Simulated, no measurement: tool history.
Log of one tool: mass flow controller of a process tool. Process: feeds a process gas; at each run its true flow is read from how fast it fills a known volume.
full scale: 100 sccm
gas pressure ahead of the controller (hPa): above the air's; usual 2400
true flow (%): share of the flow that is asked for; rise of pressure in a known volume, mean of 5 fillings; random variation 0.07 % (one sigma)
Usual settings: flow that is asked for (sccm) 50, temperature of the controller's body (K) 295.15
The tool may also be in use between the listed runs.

run      day  flow that is asked for (sccm)  gas pressure ahead of the controller (hPa)  temperature of the controller's body (K)  true flow (%)
  1        0                             50                                        2400                                    295.15          97.71
  2    1.917                             50                                        2400                                    298.15          97.42
  3    3.396                             26                                        2400                                    295.15          96.43
  4     4.75                             26                                        2400                                    295.15           96.4
  5    7.396                             26                                        2400                                    295.15           96.3
  6   10.046                             26                                        2400                                    295.15          96.27
  7   12.504                             26                                        2400                                    295.15          96.29
  8   13.996                             26                                        2400                                    295.15          96.34
  9   15.704                             50                                        2400                                    295.15          97.49
 10   18.325                             10                                        2400                                    295.15          92.27
 11   20.504                             50                                        1740                                    295.15          97.77
 12   23.696                             50                                        1740                                    295.15          97.83
 13   26.396                             50                                        1740                                    295.15          97.77
 14   28.812                             20                                        2400                                    295.15          94.97
 15    31.75                             20                                        2400                                    295.15          94.94
      32.025  -- controller's zero set anew
 16   33.621                             20                                        2400                                    295.15          94.06
 17   36.079                             50                                        2400                                    295.15          96.95
 18   37.575                             50                                        2400                                    295.15          96.98
 19   39.196                             50                                        2400                                    295.15          96.92
 20   41.608                             50                                        2760                                    295.15          96.68
 21   44.788                             50                                        2760                                    295.15          96.57
 22     46.2                             50                                        2760                                    295.15          96.52
      46.983  -- controller's zero set anew, once more
 23   48.533                             13                                        2400                                    295.15             98
 24    50.55                             13                                        2400                                    295.15          97.78
 25   53.071                             13                                        2400                                    295.15          97.75
 26   55.383                             43                                        1490                                    311.15          97.16
 27     57.9                             43                                        2200                                    300.15           97.9
 28    61.05                             43                                        2200                                    300.15          97.91
 29   64.138                             43                                        2180                                    298.15          98.07
 30   66.317                             51                                        1560                                    304.15          97.92
 31   68.971                             51                                        1560                                    304.15          97.95
 32   70.596                             14                                        1890                                    295.15          97.67
 33   72.942                             12                                        2070                                    295.15          97.03
 34    74.55                             28                                        2200                                    295.15          97.94
 35   76.033                             28                                        1470                                    300.15           97.6
 36   77.875                             50                                        1860                                    295.15          98.56
 37   79.538                             50                                        1860                                    295.15          98.45
 38   81.838                             19                                        1670                                    298.15          97.24
 39   83.271                             17                                        1580                                    304.15           96.5
 40   84.808                             20                                        1490                                    295.15          97.62
 41   86.567                             68                                        2620                                    306.15          97.16
 42   89.671                             68                                        2620                                    306.15          97.13
 43   90.975                             68                                        2470                                    306.15          97.18
 44   93.592                             57                                        1960                                    303.15          97.62
 45   95.842                             57                                        1960                                    303.15          97.51
 46   97.592                             57                                        2080                                    303.15          97.43
 47  100.196                             57                                        2080                                    303.15          97.36

Some steps in true flow (%) between neighbouring runs. How much of each would the tool show without its hidden state too (settings, what came in, random variation), and how much is left for the hidden state, with any gauge scatter that isn't in both results?
The hidden state here: flow at rest that the sensor doesn't see, % of full scale; true flow over the shown one, %; drift of the gauge itself on true_pct, %.
Run 9 -> 10: flow that is asked for (sccm) 50 -> 10. true flow (%) -5.22: hidden state -4.83, all else -0.39.
Run 10 -> 11: flow that is asked for (sccm) 10 -> 50, gas pressure ahead of the controller (hPa) 2400 -> 1740. true flow (%) +5.5: hidden state +4.76, all else +0.74.
Run 16 -> 17: flow that is asked for (sccm) 20 -> 50. true flow (%) +2.89: hidden state +2.54, all else +0.35.

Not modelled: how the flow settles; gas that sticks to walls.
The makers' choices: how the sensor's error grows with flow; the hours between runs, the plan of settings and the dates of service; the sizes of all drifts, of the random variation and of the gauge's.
